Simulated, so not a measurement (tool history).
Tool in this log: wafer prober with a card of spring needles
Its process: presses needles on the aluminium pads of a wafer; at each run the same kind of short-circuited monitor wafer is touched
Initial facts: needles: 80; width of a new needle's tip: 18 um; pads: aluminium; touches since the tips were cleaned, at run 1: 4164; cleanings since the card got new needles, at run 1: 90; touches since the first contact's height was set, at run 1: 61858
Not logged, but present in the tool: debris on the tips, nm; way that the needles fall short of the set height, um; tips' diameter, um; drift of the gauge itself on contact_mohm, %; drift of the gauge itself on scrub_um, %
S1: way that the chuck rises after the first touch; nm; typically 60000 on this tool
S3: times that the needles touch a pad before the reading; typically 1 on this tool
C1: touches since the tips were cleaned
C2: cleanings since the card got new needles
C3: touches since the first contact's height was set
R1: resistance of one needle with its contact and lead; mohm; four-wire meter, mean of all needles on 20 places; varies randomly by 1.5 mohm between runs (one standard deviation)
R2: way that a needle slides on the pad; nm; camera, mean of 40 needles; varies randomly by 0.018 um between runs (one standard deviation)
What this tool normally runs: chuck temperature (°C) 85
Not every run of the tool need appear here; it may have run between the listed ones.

Run 1, hour 0.0: usual settings; C1 4164; C2 90; C3 61858. Result: R1 161 mohm, R2 7630 nm.
At hour 7.9: tips cleaned on abrasive film.
At hour 23.7: tips cleaned on abrasive film.
At hour 43.2: tips cleaned on abrasive film.
Run 2, hour 58.9: usual settings; C1 8231; C2 93; C3 92704. Result: R1 166 mohm, R2 7580 nm.
At hour 62.8: tips cleaned on abrasive film.
At hour 78.5: tips cleaned on abrasive film.
At hour 97.8: tips cleaned on abrasive film.
At hour 117.3: tips cleaned on abrasive film.
Run 3, hour 123.7: usual settings; C1 3364; C2 97; C3 126619. Result: R1 156 mohm, R2 7540 nm.
At hour 135.5: tips cleaned on abrasive film.
At hour 151.2: tips cleaned on abrasive film.
At hour 167.0: tips cleaned on abrasive film.
At hour 182.7: tips cleaned on abrasive film.
At hour 201.6: tips cleaned on abrasive film.
Run 4, hour 201.6: usual settings; C1 0; C2 102; C3 167420. Result: R1 147 mohm, R2 7520 nm.
At hour 221.2: tips cleaned on abrasive film.
At hour 240.6: tips cleaned on abrasive film.
At hour 260.0: tips cleaned on abrasive film.
Run 5, hour 273.6: usual settings; C1 7197; C2 105; C3 205192. Result: R1 163 mohm, R2 7470 nm.
At hour 277.6: tips cleaned on abrasive film.
At hour 293.3: tips cleaned on abrasive film.
At hour 313.0: tips cleaned on abrasive film.
At hour 332.6: tips cleaned on abrasive film.
Run 6, hour 339.2: usual settings; C1 3451; C2 109; C3 239503. Result: R1 160 mohm, R2 7440 nm.
At hour 351.0: tips cleaned on abrasive film.
At hour 359.2: height of the first contact set anew.
At hour 367.1: tips cleaned on abrasive film.
At hour 386.4: tips cleaned on abrasive film.
At hour 402.1: tips cleaned on abrasive film.
At hour 420.2: tips cleaned on abrasive film.
Run 7, hour 420.2: usual settings but S3 2; C1 0; C2 114; C3 31958. Result: R1 147 mohm, R2 7650 nm.
At hour 439.7: tips cleaned on abrasive film.
At hour 455.4: tips cleaned on abrasive film.
At hour 474.7: tips cleaned on abrasive film.
At hour 490.5: tips cleaned on abrasive film, once more.
Run 8, hour 500.0: usual settings but S3 2; C1 5047; C2 118; C3 73786. Result: R1 155 mohm, R2 7610 nm.
At hour 508.0: tips cleaned on abrasive film.
At hour 527.4: tips cleaned on abrasive film.
At hour 547.0: tips cleaned on abrasive film.
Run 9, hour 552.4: usual settings but S3 2; C1 2831; C2 121; C3 101197. Result: R1 148 mohm, R2 7600 nm.
At hour 564.1: tips cleaned on abrasive film.
At hour 583.3: tips cleaned on abrasive film.
At hour 599.0: tips cleaned on abrasive film.
At hour 614.8: tips cleaned on abrasive film.
Run 10, hour 614.9: usual settings but S3 2; C1 43; C2 125; C3 133886. Result: R1 147 mohm, R2 7530 nm.
At hour 630.6: tips cleaned on abrasive film.
At hour 650.3: tips cleaned on abrasive film.
At hour 666.0: tips cleaned on abrasive film.
At hour 681.8: tips cleaned on abrasive film.
Run 11, hour 685.0: usual settings but S3 2; C1 1686; C2 129; C3 170613. Result: R1 149 mohm, R2 7500 nm.
At hour 700.7: tips cleaned on abrasive film.
At hour 716.5: tips cleaned on abrasive film.
At hour 732.2: tips cleaned on abrasive film.
At hour 751.7: tips cleaned on abrasive film.
Run 12, hour 757.8: usual settings; C1 3239; C2 133; C3 208774. Result: R1 158 mohm, R2 7480 nm.
At hour 768.9: tips cleaned on abrasive film.
At hour 787.5: tips cleaned on abrasive film.
At hour 807.2: tips cleaned on abrasive film.
At hour 822.9: tips cleaned on abrasive film.
Run 13, hour 831.9: usual settings; C1 4722; C2 137; C3 247568. Result: R1 160 mohm, R2 7450 nm.
At hour 836.1: height of the first contact set anew.
At hour 840.1: tips cleaned on abrasive film.
At hour 859.4: tips cleaned on abrasive film.
Run 14, hour 865.7: usual settings but S1 72000 nm, chuck temperature (°C) 102; C1 3347; C2 139; C3 15495. Result: R1 152 mohm, R2 9180 nm.
At hour 877.6: tips cleaned on abrasive film.
At hour 893.3: tips cleaned on abrasive film.
At hour 913.0: tips cleaned on abrasive film.
At hour 928.7: tips cleaned on abrasive film.
At hour 946.4: tips cleaned on abrasive film.
Run 15, hour 946.4: usual settings but chuck temperature (°C) 107, S3 2; C1 0; C2 144; C3 57722. Result: R1 150 mohm, R2 7610 nm.
At hour 965.9: tips cleaned on abrasive film.
At hour 981.6: tips cleaned on abrasive film.
Run 16, hour 994.0: usual settings but S1 49000 nm; C1 6539; C2 146; C3 82702. Result: R1 181 mohm, R2 6190 nm.
At hour 998.1: tips cleaned on abrasive film.
At hour 1013.8: tips cleaned on abrasive film.
At hour 1033.4: tips cleaned on abrasive film.
At hour 1052.8: tips cleaned on abrasive film.
Run 17, hour 1059.5: usual settings but S1 64000 nm, chuck temperature (°C) 90, S3 2; C1 3501; C2 150; C3 116940. Result: R1 153 mohm, R2 8080 nm.
At hour 1070.9: tips cleaned on abrasive film.
At hour 1090.2: tips cleaned on abrasive film.
At hour 1109.4: tips cleaned on abrasive film.
At hour 1125.2: tips cleaned on abrasive film.
Run 18, hour 1138.4: usual settings but S1 55000 nm, chuck temperature (°C) 34, S3 2; C1 6950; C2 154; C3 158297. Result: R1 151 mohm, R2 6880 nm.
At hour 1142.0: tips cleaned on abrasive film.
At hour 1157.7: tips cleaned on abrasive film.
At hour 1173.5: tips cleaned on abrasive film.
At hour 1189.2: tips cleaned on abrasive film.
At hour 1205.0: tips cleaned on abrasive film.
Run 19, hour 1214.9: usual settings but S1 44000 nm, chuck temperature (°C) 123; C1 5216; C2 159; C3 198317. Result: R1 190 mohm, R2 5440 nm.
At hour 1222.6: tips cleaned on abrasive film.
At hour 1241.9: tips cleaned on abrasive film.
At hour 1261.6: tips cleaned on abrasive film.
At hour 1281.0: tips cleaned on abrasive film.
Run 20, hour 1284.1: usual settings but S1 44000 nm, chuck temperature (°C) 27, S3 2; C1 1613; C2 163; C3 234565. Result: R1 154 mohm, R2 5360 nm.
At hour 1299.8: tips cleaned on abrasive film.
At hour 1315.6: tips cleaned on abrasive film.
At hour 1315.9: height of the first contact set anew.
At hour 1331.6: tips cleaned on abrasive film.
At hour 1350.9: tips cleaned on abrasive film.
Run 21, hour 1361.3: usual settings but S1 56000 nm, chuck temperature (°C) 35, S3 2; C1 5479; C2 167; C3 23812. Result: R1 151 mohm, R2 7160 nm.
At hour 1369.2: tips cleaned on abrasive film.
At hour 1385.0: tips cleaned on abrasive film.
At hour 1404.6: tips cleaned on abrasive film.
At hour 1420.4: tips cleaned on abrasive film.
Run 22, hour 1426.4: usual settings but S1 56000 nm, chuck temperature (°C) 35, S3 2; C1 3178; C2 171; C3 57897. Result: R1 150 mohm, R2 7130 nm.
At hour 1437.7: tips cleaned on abrasive film.
At hour 1453.5: tips cleaned on abrasive film.
At hour 1472.6: tips cleaned on abrasive film.
Run 23, hour 1476.6: usual settings but S1 56000 nm, chuck temperature (°C) 35, S3 2; C1 2103; C2 174; C3 84157. Result: R1 148 mohm, R2 7080 nm.
At hour 1488.4: tips cleaned on abrasive film.
At hour 1507.8: tips cleaned on abrasive film.
At hour 1527.5: tips cleaned on abrasive film.
Run 24, hour 1531.1: usual settings but S1 76000 nm, chuck temperature (°C) 94, S3 3; C1 1897; C2 177; C3 112699. Result: R1 146 mohm, R2 9590 nm.
At hour 1546.6: tips cleaned on abrasive film.
At hour 1562.3: tips cleaned on abrasive film.
At hour 1581.8: tips cleaned on abrasive film.
Run 25, hour 1584.3: usual settings but S1 76000 nm, chuck temperature (°C) 106, S3 3; C1 1341; C2 180; C3 140603. Result: R1 148 mohm, R2 9610 nm.
At hour 1599.1: tips cleaned on abrasive film.
At hour 1618.6: tips cleaned on abrasive film.
At hour 1638.3: tips cleaned on abrasive film.
At hour 1654.0: tips cleaned on abrasive film.
Run 26, hour 1661.3: usual settings but S1 76000 nm, chuck temperature (°C) 106, S3 3; C1 3831; C2 184; C3 180915. Result: R1 150 mohm, R2 9580 nm.

Entry by entry between the runs, the difference in hidden state between the last listed run before and the first listed run after:
From run 1 to run 2: tips cleaned on abrasive film (hour 7.9); tips cleaned on abrasive film (hour 23.7); tips cleaned on abrasive film (hour 43.2)
  debris on the tips, nm: 41.9 -> 57; way that the needles fall short of the set height, um: 0.43 -> 0.8; tips' diameter, um: 20.15 -> 20.73
  measured result minus the result with no hidden state, R1: +16 -> +21 mohm; R2: -50 -> -110 nm
From run 2 to run 3: tips cleaned on abrasive film (hour 62.8); tips cleaned on abrasive film (hour 78.5); tips cleaned on abrasive film (hour 97.8); tips cleaned on abrasive film (hour 117.3)
  debris on the tips, nm: 57 -> 32.5; way that the needles fall short of the set height, um: 0.8 -> 1.06; tips' diameter, um: 20.73 -> 20.82
  measured result minus the result with no hidden state, R1: +21 -> +14 mohm; R2: -110 -> -140 nm
From run 3 to run 4: tips cleaned on abrasive film (hour 135.5); tips cleaned on abrasive film (hour 151.2); tips cleaned on abrasive film (hour 167.0); tips cleaned on abrasive film (hour 182.7); tips cleaned on abrasive film (hour 201.6)
  debris on the tips, nm: 32.5 -> 4.8; way that the needles fall short of the set height, um: 1.06 -> 1.42; tips' diameter, um: 20.82 -> 20.94
  measured result minus the result with no hidden state, R1: +14 -> +4 mohm; R2: -140 -> -180 nm
From run 4 to run 5: tips cleaned on abrasive film (hour 221.2); tips cleaned on abrasive film (hour 240.6); tips cleaned on abrasive film (hour 260.0)
  debris on the tips, nm: 4.8 -> 54.2; way that the needles fall short of the set height, um: 1.42 -> 1.62; tips' diameter, um: 20.94 -> 21.01
  measured result minus the result with no hidden state, R1: +4 -> +21 mohm; R2: -180 -> -210 nm
From run 5 to run 6: tips cleaned on abrasive film (hour 277.6); tips cleaned on abrasive film (hour 293.3); tips cleaned on abrasive film (hour 313.0); tips cleaned on abrasive film (hour 332.6)
  debris on the tips, nm: 54.2 -> 36.8; way that the needles fall short of the set height, um: 1.62 -> 1.93; tips' diameter, um: 21.01 -> 21.12
  measured result minus the result with no hidden state, R1: +21 -> +16 mohm; R2: -210 -> -240 nm
From run 6 to run 7: tips cleaned on abrasive film (hour 351.0); height of the first contact set anew (hour 359.2); tips cleaned on abrasive film (hour 367.1); tips cleaned on abrasive film (hour 386.4); tips cleaned on abrasive film (hour 402.1); tips cleaned on abrasive film (hour 420.2)
  debris on the tips, nm: 36.8 -> 4.5; way that the needles fall short of the set height, um: 1.93 -> 0.26; tips' diameter, um: 21.12 -> 21.24
  measured result minus the result with no hidden state, R1: +16 -> +3 mohm; R2: -240 -> -30 nm
From run 7 to run 8: tips cleaned on abrasive film (hour 439.7); tips cleaned on abrasive film (hour 455.4); tips cleaned on abrasive film (hour 474.7); tips cleaned on abrasive film, once more (hour 490.5)
  debris on the tips, nm: 4.5 -> 47.3; way that the needles fall short of the set height, um: 0.26 -> 0.52; tips' diameter, um: 21.24 -> 21.33
  measured result minus the result with no hidden state, R1: +3 -> +12 mohm; R2: -30 -> -70 nm
From run 8 to run 9: tips cleaned on abrasive film (hour 508.0); tips cleaned on abrasive film (hour 527.4); tips cleaned on abrasive film (hour 547.0)
  debris on the tips, nm: 47.3 -> 29; way that the needles fall short of the set height, um: 0.52 -> 0.73; tips' diameter, um: 21.33 -> 21.4
  measured result minus the result with no hidden state, R1: +12 -> +8 mohm; R2: -70 -> -90 nm
From run 9 to run 10: tips cleaned on abrasive film (hour 564.1); tips cleaned on abrasive film (hour 583.3); tips cleaned on abrasive film (hour 599.0); tips cleaned on abrasive film (hour 614.8)
  debris on the tips, nm: 29 -> 5.8; way that the needles fall short of the set height, um: 0.73 -> 1; tips' diameter, um: 21.4 -> 21.49
  measured result minus the result with no hidden state, R1: +8 -> +4 mohm; R2: -90 -> -130 nm
From run 10 to run 11: tips cleaned on abrasive film (hour 630.6); tips cleaned on abrasive film (hour 650.3); tips cleaned on abrasive film (hour 666.0); tips cleaned on abrasive film (hour 681.8)
  debris on the tips, nm: 5.8 -> 17.4; way that the needles fall short of the set height, um: 1 -> 1.25; tips' diameter, um: 21.49 -> 21.58
  measured result minus the result with no hidden state, R1: +4 -> +6 mohm; R2: -130 -> -160 nm
From run 11 to run 12: tips cleaned on abrasive film (hour 700.7); tips cleaned on abrasive film (hour 716.5); tips cleaned on abrasive film (hour 732.2); tips cleaned on abrasive film (hour 751.7)
  debris on the tips, nm: 17.4 -> 32.1; way that the needles fall short of the set height, um: 1.25 -> 1.54; tips' diameter, um: 21.58 -> 21.68
  measured result minus the result with no hidden state, R1: +6 -> +15 mohm; R2: -160 -> -200 nm
From run 12 to run 13: tips cleaned on abrasive film (hour 768.9); tips cleaned on abrasive film (hour 787.5); tips cleaned on abrasive film (hour 807.2); tips cleaned on abrasive film (hour 822.9)
  debris on the tips, nm: 32.1 -> 39.2; way that the needles fall short of the set height, um: 1.54 -> 1.84; tips' diameter, um: 21.68 -> 21.79
  measured result minus the result with no hidden state, R1: +15 -> +18 mohm; R2: -200 -> -230 nm
From run 13 to run 14: height of the first contact set anew (hour 836.1); tips cleaned on abrasive film (hour 840.1); tips cleaned on abrasive film (hour 859.4)
  debris on the tips, nm: 39.2 -> 36.1; way that the needles fall short of the set height, um: 1.84 -> 0.13; tips' diameter, um: 21.79 -> 21.83
  measured result minus the result with no hidden state, R1: +18 -> +12 mohm; R2: -230 -> -10 nm
From run 14 to run 15: tips cleaned on abrasive film (hour 877.6); tips cleaned on abrasive film (hour 893.3); tips cleaned on abrasive film (hour 913.0); tips cleaned on abrasive film (hour 928.7); tips cleaned on abrasive film (hour 946.4)
  debris on the tips, nm: 36.1 -> 6.2; way that the needles fall short of the set height, um: 0.13 -> 0.51; tips' diameter, um: 21.83 -> 21.97
  measured result minus the result with no hidden state, R1: +12 -> +4 mohm; R2: -10 -> -70 nm
From run 15 to run 16: tips cleaned on abrasive film (hour 965.9); tips cleaned on abrasive film (hour 981.6)
  debris on the tips, nm: 6.2 -> 54.6; way that the needles fall short of the set height, um: 0.51 -> 0.65; tips' diameter, um: 21.97 -> 22.02
  measured result minus the result with no hidden state, R1: +4 -> +33 mohm; R2: -70 -> -80 nm
From run 16 to run 17: tips cleaned on abrasive film (hour 998.1); tips cleaned on abrasive film (hour 1013.8); tips cleaned on abrasive film (hour 1033.4); tips cleaned on abrasive film (hour 1052.8)
  debris on the tips, nm: 54.6 -> 37.3; way that the needles fall short of the set height, um: 0.65 -> 0.97; tips' diameter, um: 22.02 -> 22.13
  measured result minus the result with no hidden state, R1: +33 -> +10 mohm; R2: -80 -> -130 nm
From run 17 to run 18: tips cleaned on abrasive film (hour 1070.9); tips cleaned on abrasive film (hour 1090.2); tips cleaned on abrasive film (hour 1109.4); tips cleaned on abrasive film (hour 1125.2)
  debris on the tips, nm: 37.3 -> 50.8; way that the needles fall short of the set height, um: 0.97 -> 1.25; tips' diameter, um: 22.13 -> 22.22
  measured result minus the result with no hidden state, R1: +10 -> +18 mohm; R2: -130 -> -160 nm
From run 18 to run 19: tips cleaned on abrasive film (hour 1142.0); tips cleaned on abrasive film (hour 1157.7); tips cleaned on abrasive film (hour 1173.5); tips cleaned on abrasive film (hour 1189.2); tips cleaned on abrasive film (hour 1205.0)
  debris on the tips, nm: 50.8 -> 46.8; way that the needles fall short of the set height, um: 1.25 -> 1.63; tips' diameter, um: 22.22 -> 22.36
  measured result minus the result with no hidden state, R1: +18 -> +35 mohm; R2: -160 -> -210 nm
From run 19 to run 20: tips cleaned on abrasive film (hour 1222.6); tips cleaned on abrasive film (hour 1241.9); tips cleaned on abrasive film (hour 1261.6); tips cleaned on abrasive film (hour 1281.0)
  debris on the tips, nm: 46.8 -> 24.1; way that the needles fall short of the set height, um: 1.63 -> 1.92; tips' diameter, um: 22.36 -> 22.46
  measured result minus the result with no hidden state, R1: +35 -> +16 mohm; R2: -210 -> -240 nm
From run 20 to run 21: tips cleaned on abrasive film (hour 1299.8); tips cleaned on abrasive film (hour 1315.6); height of the first contact set anew (hour 1315.9); tips cleaned on abrasive film (hour 1331.6); tips cleaned on abrasive film (hour 1350.9)
  debris on the tips, nm: 24.1 -> 50.1; way that the needles fall short of the set height, um: 1.92 -> 0.12; tips' diameter, um: 22.46 -> 22.56
  measured result minus the result with no hidden state, R1: +16 -> +17 mohm; R2: -240 -> -10 nm
From run 21 to run 22: tips cleaned on abrasive film (hour 1369.2); tips cleaned on abrasive film (hour 1385.0); tips cleaned on abrasive film (hour 1404.6); tips cleaned on abrasive film (hour 1420.4)
  debris on the tips, nm: 50.1 -> 33.7; way that the needles fall short of the set height, um: 0.12 -> 0.41; tips' diameter, um: 22.56 -> 22.66
  measured result minus the result with no hidden state, R1: +17 -> +12 mohm; R2: -10 -> -50 nm
From run 22 to run 23: tips cleaned on abrasive film (hour 1437.7); tips cleaned on abrasive film (hour 1453.5); tips cleaned on abrasive film (hour 1472.6)
  debris on the tips, nm: 33.7 -> 27.3; way that the needles fall short of the set height, um: 0.41 -> 0.65; tips' diameter, um: 22.66 -> 22.74
  measured result minus the result with no hidden state, R1: +12 -> +11 mohm; R2: -50 -> -80 nm
From run 23 to run 24: tips cleaned on abrasive film (hour 1488.4); tips cleaned on abrasive film (hour 1507.8); tips cleaned on abrasive film (hour 1527.5)
  debris on the tips, nm: 27.3 -> 24; way that the needles fall short of the set height, um: 0.65 -> 0.86; tips' diameter, um: 22.74 -> 22.82
  measured result minus the result with no hidden state, R1: +11 -> +5 mohm; R2: -80 -> -110 nm
From run 24 to run 25: tips cleaned on abrasive film (hour 1546.6); tips cleaned on abrasive film (hour 1562.3); tips cleaned on abrasive film (hour 1581.8)
  debris on the tips, nm: 24 -> 22.8; way that the needles fall short of the set height, um: 0.86 -> 1.06; tips' diameter, um: 22.82 -> 22.89
  measured result minus the result with no hidden state, R1: +5 -> +5 mohm; R2: -110 -> -140 nm
From run 25 to run 26: tips cleaned on abrasive film (hour 1599.1); tips cleaned on abrasive film (hour 1618.6); tips cleaned on abrasive film (hour 1638.3); tips cleaned on abrasive film (hour 1654.0)
  debris on the tips, nm: 22.8 -> 37; way that the needles fall short of the set height, um: 1.06 -> 1.38; tips' diameter, um: 22.89 -> 23
  measured result minus the result with no hidden state, R1: +5 -> +6 mohm; R2: -140 -> -180 nm

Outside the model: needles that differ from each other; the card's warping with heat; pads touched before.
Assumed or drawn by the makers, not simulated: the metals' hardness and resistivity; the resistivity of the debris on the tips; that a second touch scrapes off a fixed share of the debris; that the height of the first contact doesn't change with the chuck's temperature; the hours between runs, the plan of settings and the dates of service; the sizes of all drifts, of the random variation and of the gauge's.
